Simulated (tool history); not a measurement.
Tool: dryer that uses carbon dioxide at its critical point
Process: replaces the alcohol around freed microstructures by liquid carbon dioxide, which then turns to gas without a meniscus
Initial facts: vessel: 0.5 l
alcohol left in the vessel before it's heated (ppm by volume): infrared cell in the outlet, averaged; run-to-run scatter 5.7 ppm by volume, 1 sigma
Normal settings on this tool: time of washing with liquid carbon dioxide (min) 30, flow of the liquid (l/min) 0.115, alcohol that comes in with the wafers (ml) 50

run	hour	time of washing with liquid carbon dioxide (min)	flow of the liquid (l/min)	alcohol that comes in with the wafers (ml)	alcohol left in the vessel before it's heated (ppm by volume)
1	0	30	0.115	50	281
# hour 22.3: inlet filter changed
2	44	30	0.09	50	777
3	90.1	30	0.115	50	208
4	136.7	30	0.115	50	207
5	174.4	30	0.195	50	18
6	216.1	30	0.195	50	25
7	263.6	30	0.195	50	15
8	308.1	30	0.195	50	23
9	342.4	30	0.195	50	24
10	380.3	25	0.195	50	25
11	409.8	25	0.195	58	33
12	446.2	30	0.115	21	131
13	474.7	18	0.178	63	409
14	508.3	34	0.08	59	1158
15	547.5	34	0.08	59	1175
16	586.5	34	0.08	59	1211
17	623.1	34	0.08	59	1228
18	663	20	0.082	101	12959
# hour 699.5: inlet filter changed
19	713.9	19	0.12	101	3161
20	742.2	25	0.096	29	838
21	783	23	0.19	113	99
22	833.3	23	0.19	113	100
23	856.5	30	0.136	22	63
24	900.2	21	0.075	63	7978

What if the next run were any one of these 5? Each begins from the tool's condition after run 24:
A	944.9	22	0.103	24	?
B	944.9	21	0.155	63	?
C	944.9	44	0.128	63	?
D	944.9	22	0.164	47	?
E	944.9	37	0.098	63	?

run	alcohol left in the vessel before it's heated (ppm by volume)
A	892
B	388
C	44
D	164
E	242
Without the tool's hidden state the same runs would have given:
run	alcohol left in the vessel before it's heated (ppm by volume)
A	747
B	289
C	9
D	104
E	167
